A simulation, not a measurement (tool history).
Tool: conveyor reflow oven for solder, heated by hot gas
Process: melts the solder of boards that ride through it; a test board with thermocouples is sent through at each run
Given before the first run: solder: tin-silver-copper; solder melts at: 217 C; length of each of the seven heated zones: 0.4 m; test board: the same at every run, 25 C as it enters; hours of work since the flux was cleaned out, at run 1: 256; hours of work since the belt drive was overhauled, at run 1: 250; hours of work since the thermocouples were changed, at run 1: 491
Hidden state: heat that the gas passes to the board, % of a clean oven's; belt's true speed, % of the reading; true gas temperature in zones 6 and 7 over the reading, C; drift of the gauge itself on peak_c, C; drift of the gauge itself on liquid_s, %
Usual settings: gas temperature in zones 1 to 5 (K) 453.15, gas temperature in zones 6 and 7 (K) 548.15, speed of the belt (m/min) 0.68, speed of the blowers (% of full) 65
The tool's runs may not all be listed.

run,hour,gas temperature in zones 1 to 5 (K),gas temperature in zones 6 and 7 (K),speed of the belt (m/min),speed of the blowers (% of full),hours of work since the flux was cleaned out,hours of work since the belt drive was overhauled,hours of work since the thermocouples were changed,highest temperature of the board (K),time above the solder's melting point (s)
1,0.0,453.15,548.15,0.68,65,256,250,491,531.17,58.03
2,8.0,453.15,548.15,0.68,65,260,254,495,531.07,58.08
3,17.4,453.15,548.15,0.68,65,265,259,500,531.12,57.96
4,24.6,453.15,548.15,0.68,65,269,263,504,531.06,58.03
# hour 27.9: thermocouples of zones 6 and 7 changed
5,35.9,439.15,548.15,0.68,65,274,267,4,527.37,51.08
6,46.1,453.15,562.15,0.68,65,279,273,9,542.15,63.59
7,57.3,453.15,562.15,0.68,65,284,278,15,542.16,63.67
8,68.0,453.15,548.15,0.68,71,290,284,20,531.08,58.18
9,74.9,453.15,548.15,0.68,71,293,287,24,531.00,58.22
10,86.5,453.15,548.15,0.68,71,299,293,30,531.00,58.08

Run 11 comes next. What will it give?
# hour 92.6: flux residue cleaned out of gas plates and filters
11,102.2,453.15,548.15,0.68,71,5,299,35,?,?

For run 11 the tool returned highest temperature of the board (K) 530.32, time above the solder's melting point (s) 57.68.
Take away the tool's hidden state, keep the run-to-run variation as it was, and the same run would have given highest temperature of the board (K) 533.04, time above the solder's melting point (s) 59.42.
